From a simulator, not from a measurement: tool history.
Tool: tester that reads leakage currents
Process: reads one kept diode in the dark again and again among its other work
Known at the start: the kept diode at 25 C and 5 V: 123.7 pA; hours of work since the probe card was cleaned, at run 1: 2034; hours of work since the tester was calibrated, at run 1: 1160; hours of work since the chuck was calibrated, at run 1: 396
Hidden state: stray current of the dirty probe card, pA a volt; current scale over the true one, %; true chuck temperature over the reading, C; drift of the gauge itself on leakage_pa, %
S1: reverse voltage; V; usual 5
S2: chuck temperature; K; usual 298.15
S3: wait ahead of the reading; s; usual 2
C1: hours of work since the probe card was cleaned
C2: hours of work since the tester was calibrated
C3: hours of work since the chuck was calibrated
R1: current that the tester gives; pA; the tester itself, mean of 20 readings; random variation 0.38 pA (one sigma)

run	hour	S1	S2	S3	C1	C2	C3	R1
1	0	5	298.15	2	2034	1160	396	133.96
2	130.5	5	298.15	2	2099	1225	462	133.42
3	224.7	5	298.15	2	2146	1272	509	133.34
4	360.9	5	298.15	2	2214	1340	577	132.98
5	430.3	5	298.15	2	2249	1375	612	133.35
6	523.3	5	305.15	2	2296	1422	658	224.46
# hour 562.4: probe card cleaned and baked
7	634.8	5	305.15	2	36	1476	712	213.88
8	758.7	5	305.15	2	98	1538	774	211.79
9	902.3	5	298.15	2	170	1610	846	120.35
10	1013.1	5	298.15	2	226	1665	902	120.74
11	1074.4	5	298.15	2	256	1696	932	120.44
12	1141.4	5	298.15	2	290	1730	966	120.57
13	1205.3	5	298.15	2	322	1762	998	120.76
14	1325.3	5	298.15	2	382	1822	1058	121.3
15	1404.6	5	298.15	2	421	1861	1098	120.52
16	1516.7	5	302.15	2	478	1917	1154	166.25
17	1645.5	5	298.15	1.65	542	1982	1218	120.94
18	1772.7	5	298.15	1.65	606	2045	1282	120.98
19	1914.7	5	298.15	1.65	677	2117	1353	120.4
20	2027.7	5	298.15	1.65	733	2173	1410	120.91
21	2103.4	13.86	324.15	0.62	771	2211	1447	1395.55
22	2235.3	13.86	324.15	0.62	837	2277	1513	1397.45
23	2355.9	1.98	304.15	0.38	897	2337	1574	122.93
24	2447	1.98	304.15	0.38	943	2383	1619	122.86
25	2522.7	4.77	308.15	0.56	981	2421	1657	257.49
26	2655.7	8.19	312.15	0.56	1048	2487	1724	452.92
27	2744.4	15.45	298.15	2.63	1092	2532	1768	216.92
28	2852.1	15.45	297.15	6.97	1146	2586	1822	200.21
29	2968.6	10.53	302.15	2	1204	2644	1880	242.08
30	3057.4	9.65	302.15	0.3	1249	2688	1925	234.26
31	3155.1	9.65	302.15	0.55	1297	2737	1974	233.68
32	3237.4	5	329.15	0.43	1339	2778	2015	1179.95
# hour 3341.5: chuck's temperature calibrated
33	3382.9	6.27	323.15	4.4	1410	2850	21	948.41
34	3474.5	6.27	323.15	4.4	1456	2896	67	944.23
35	3574.9	2.11	310.15	2.65	1507	2946	117	215.22

Run 36 comes next. What will it give?
36	3643.3	5	295.15	2	1541	2981	151	?

Run 36 gave R1 104.83 pA.
Without the tool's hidden state the same run would have given R1 96.46 pA.

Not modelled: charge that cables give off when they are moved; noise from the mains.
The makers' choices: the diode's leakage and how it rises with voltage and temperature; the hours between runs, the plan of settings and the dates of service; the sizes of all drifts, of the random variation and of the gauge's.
